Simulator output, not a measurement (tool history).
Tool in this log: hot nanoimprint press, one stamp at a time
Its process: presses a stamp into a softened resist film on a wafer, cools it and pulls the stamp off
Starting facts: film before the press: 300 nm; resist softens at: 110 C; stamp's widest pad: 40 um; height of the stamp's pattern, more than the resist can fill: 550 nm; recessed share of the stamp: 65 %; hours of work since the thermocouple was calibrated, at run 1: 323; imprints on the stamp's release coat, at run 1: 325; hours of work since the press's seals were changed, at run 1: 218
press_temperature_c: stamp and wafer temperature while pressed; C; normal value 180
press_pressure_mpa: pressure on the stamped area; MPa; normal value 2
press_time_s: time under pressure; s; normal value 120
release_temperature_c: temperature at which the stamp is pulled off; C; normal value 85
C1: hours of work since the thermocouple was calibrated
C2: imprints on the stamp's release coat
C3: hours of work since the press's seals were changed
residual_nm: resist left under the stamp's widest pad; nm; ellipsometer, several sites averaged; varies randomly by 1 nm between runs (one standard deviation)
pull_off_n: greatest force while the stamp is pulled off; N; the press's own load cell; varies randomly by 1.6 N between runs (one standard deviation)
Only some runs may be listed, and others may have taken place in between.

Run 1, hour 0: usual settings; C1 323; C2 325; C3 218. Result: residual_nm 152.1 nm, pull_off_n 102 N.
Run 2, hour 10.1: usual settings; C1 327; C2 341; C3 223. Result: residual_nm 151.1 nm, pull_off_n 98 N.
Run 3, hour 19.6: usual settings but press_temperature_c 176 C; C1 331; C2 357; C3 227. Result: residual_nm 170.2 nm, pull_off_n 101 N.
Run 4, hour 31.9: usual settings but press_temperature_c 176 C; C1 337; C2 376; C3 232. Result: residual_nm 169.2 nm, pull_off_n 101 N.
Run 5, hour 43.2: usual settings but release_temperature_c 87 C; C1 342; C2 394; C3 237. Result: residual_nm 153.8 nm, pull_off_n 101 N.
Run 6, hour 56.8: usual settings but release_temperature_c 87 C; C1 348; C2 416; C3 244. Result: residual_nm 152.9 nm, pull_off_n 100 N.
Run 7, hour 67.9: usual settings but release_temperature_c 87 C; C1 353; C2 433; C3 249. Result: residual_nm 152.3 nm, pull_off_n 100 N.
Run 8, hour 78.2: usual settings but press_time_s 117 s, release_temperature_c 87 C; C1 358; C2 450; C3 253. Result: residual_nm 153.2 nm, pull_off_n 101 N.
Run 9, hour 89.7: usual settings but press_temperature_c 174 C; C1 363; C2 468; C3 259. Result: residual_nm 179.5 nm, pull_off_n 102 N.
Run 10, hour 95.5: usual settings but press_temperature_c 174 C; C1 366; C2 477; C3 261. Result: residual_nm 179.4 nm, pull_off_n 103 N.
Run 11, hour 107.8: usual settings but press_temperature_c 174 C; C1 371; C2 497; C3 267. Result: residual_nm 182.2 nm, pull_off_n 101 N.
Run 12, hour 120.1: usual settings but press_temperature_c 174 C, press_time_s 100 s; C1 377; C2 516; C3 272. Result: residual_nm 191.4 nm, pull_off_n 102 N.
Run 13, hour 127.7: usual settings but press_temperature_c 174 C, press_time_s 100 s; C1 380; C2 528; C3 276. Result: residual_nm 190.3 nm, pull_off_n 106 N.
Run 14, hour 140.6: usual settings but press_temperature_c 174 C, press_time_s 100 s; C1 386; C2 549; C3 282. Result: residual_nm 188.9 nm, pull_off_n 102 N.
Run 15, hour 154.5: usual settings but press_time_s 94 s; C1 393; C2 571; C3 288. Result: residual_nm 165.1 nm, pull_off_n 105 N.
Run 16, hour 161.3: usual settings but press_temperature_c 191 C, press_pressure_mpa 1.37 MPa, press_time_s 218 s, release_temperature_c 87 C; C1 396; C2 582; C3 291. Result: residual_nm 109.3 nm, pull_off_n 103 N.
Run 17, hour 168.9: usual settings but press_temperature_c 182 C, press_time_s 170 s, release_temperature_c 86 C; C1 399; C2 594; C3 294. Result: residual_nm 126.7 nm, pull_off_n 103 N.
Run 18, hour 183.3: usual settings but press_temperature_c 182 C, press_time_s 170 s, release_temperature_c 86 C; C1 406; C2 616; C3 301. Result: residual_nm 129.2 nm, pull_off_n 104 N.
Run 19, hour 189.2: usual settings but press_temperature_c 190 C, press_pressure_mpa 2.27 MPa, press_time_s 108 s, release_temperature_c 86 C; C1 408; C2 626; C3 304. Result: residual_nm 112.6 nm, pull_off_n 107 N.
Run 20, hour 195.1: usual settings but press_temperature_c 182 C, press_pressure_mpa 2.3 MPa, press_time_s 108 s, release_temperature_c 76 C; C1 411; C2 635; C3 306. Result: residual_nm 143.4 nm, pull_off_n 112 N.
Run 21, hour 201.6: usual settings but press_temperature_c 182 C, press_pressure_mpa 1.38 MPa, press_time_s 220 s, release_temperature_c 89 C; C1 414; C2 645; C3 309. Result: residual_nm 138.2 nm, pull_off_n 101 N.
Run 22, hour 211.1: usual settings but press_temperature_c 189 C; C1 418; C2 661; C3 314. Result: residual_nm 119.5 nm, pull_off_n 109 N.
Run 23, hour 219.4: usual settings but press_temperature_c 185 C, press_pressure_mpa 1.77 MPa, press_time_s 138 s, release_temperature_c 92 C; C1 422; C2 674; C3 317. Result: residual_nm 136.2 nm, pull_off_n 101 N.
Run 24, hour 226.6: usual settings but press_temperature_c 185 C, press_pressure_mpa 1.77 MPa, press_time_s 138 s, release_temperature_c 92 C; C1 425; C2 685; C3 321. Result: residual_nm 135.5 nm, pull_off_n 97 N.
Run 25, hour 236.9: usual settings but press_temperature_c 178 C, press_pressure_mpa 2.47 MPa, press_time_s 223 s, release_temperature_c 86 C; C1 430; C2 701; C3 325. Result: residual_nm 118.1 nm, pull_off_n 104 N.
Run 26, hour 249.5: usual settings but press_temperature_c 177 C, press_pressure_mpa 2.47 MPa, press_time_s 223 s, release_temperature_c 84 C; C1 436; C2 721; C3 331. Result: residual_nm 124.2 nm, pull_off_n 106 N.
Run 27, hour 257.9: usual settings but press_temperature_c 174 C, press_time_s 144 s, release_temperature_c 74 C; C1 439; C2 735; C3 335. Result: residual_nm 170.5 nm, pull_off_n 117 N.
Run 28, hour 270.7: usual settings but release_temperature_c 81 C; C1 445; C2 755; C3 341. Result: residual_nm 156.5 nm, pull_off_n 111 N.

Same runs, no hidden state in the tool, same run-to-run variation:
The hidden state here: true temperature over the reading, C; pressure that arrives at the usual setting, %; grip of the stamp's worn release coat, % over a new coat's; drift of the gauge itself on residual_nm, %; drift of the gauge itself on pull_off_n, %.
run  residual_nm  pull_off_n
  1        145.3          96
  2        144.3          92
  3        162.6          94
  4        161.5          94
  5        146.5          94
  6        145.6          93
  7        144.9          93
  8        145.6          93
  9        170.9          94
 10        170.8          94
 11        173.4          92
 12        182.4          93
 13        181.3          97
 14        179.8          93
 15        156.6          95
 16        103.7          93
 17        119.3          93
 18        121.6          94
 19          106          96
 20          135         100
 21        130.7          90
 22        112.6          98
 23        128.4          89
 24        127.8          86
 25        109.8          92
 26        115.4          94
 27        160.3         104
 28          147          97

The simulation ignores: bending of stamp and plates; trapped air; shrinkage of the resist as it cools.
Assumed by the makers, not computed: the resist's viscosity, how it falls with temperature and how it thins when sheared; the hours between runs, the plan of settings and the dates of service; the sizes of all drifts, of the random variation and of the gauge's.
